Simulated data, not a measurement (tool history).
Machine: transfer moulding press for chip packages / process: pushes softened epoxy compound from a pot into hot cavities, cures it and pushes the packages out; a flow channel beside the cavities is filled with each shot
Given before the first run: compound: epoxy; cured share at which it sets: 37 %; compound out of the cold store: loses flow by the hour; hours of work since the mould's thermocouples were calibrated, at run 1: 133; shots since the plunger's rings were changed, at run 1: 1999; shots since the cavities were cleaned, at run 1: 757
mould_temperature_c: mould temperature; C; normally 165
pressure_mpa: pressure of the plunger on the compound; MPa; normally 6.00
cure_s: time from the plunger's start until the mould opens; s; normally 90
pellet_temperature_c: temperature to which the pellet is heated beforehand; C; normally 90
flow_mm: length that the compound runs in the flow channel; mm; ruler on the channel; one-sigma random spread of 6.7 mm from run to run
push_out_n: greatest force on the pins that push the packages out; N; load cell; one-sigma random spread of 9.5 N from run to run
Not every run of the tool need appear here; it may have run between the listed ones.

run,day,mould_temperature_c,pressure_mpa,cure_s,pellet_temperature_c,hours of work since the mould's thermocouples were calibrated,shots since the plunger's rings were changed,shots since the cavities were cleaned,incoming compound's hours out of the cold store,flow_mm,push_out_n
1,0.000,165,6.00,90,90,133,1999,757,24.1,898,634
# day 1.004: cavities cleaned with cleaning compound and waxed
2,2.262,165,6.00,90,90,168,2667,382,24.7,887,550
# day 4.404: cavities cleaned with cleaning compound and waxed
3,4.508,165,6.00,98,90,203,3332,32,43.0,811,390
4,5.621,165,6.00,98,90,221,3670,370,22.7,877,491
# day 7.083: plunger's sealing rings changed
# day 7.908: cavities cleaned with cleaning compound and waxed
5,8.021,165,6.00,98,90,258,267,35,46.8,821,418
6,9.333,165,6.00,98,90,279,665,433,15.2,963,538
7,10.458,165,6.00,98,90,297,1007,775,23.6,913,580
# day 11.312: cavities cleaned with cleaning compound and waxed
8,11.571,165,6.00,98,90,314,1327,79,36.4,861,418
9,13.362,165,6.00,96,90,343,1872,624,38.8,840,561
# day 14.779: cavities cleaned with cleaning compound and waxed
10,15.354,165,6.00,96,90,374,2459,176,31.7,865,439
11,17.258,165,6.00,96,90,405,3036,753,26.2,879,583
# day 18.167: cavities cleaned with cleaning compound and waxed
12,18.450,164,6.00,88,89,423,3380,85,30.9,881,537
13,20.438,165,5.33,90,90,455,3984,689,35.2,790,641

What will run 14 give?
# day 20.883: plunger's sealing rings changed
# day 21.675: cavities cleaned with cleaning compound and waxed
14,21.675,165,6.39,80,82,472,221,0,31.5,?,?

Run 14 measured flow_mm 927 mm, push_out_n 539 N.
The same run, on a tool lacking any hidden state, would have yielded flow_mm 929 mm, push_out_n 513 N.

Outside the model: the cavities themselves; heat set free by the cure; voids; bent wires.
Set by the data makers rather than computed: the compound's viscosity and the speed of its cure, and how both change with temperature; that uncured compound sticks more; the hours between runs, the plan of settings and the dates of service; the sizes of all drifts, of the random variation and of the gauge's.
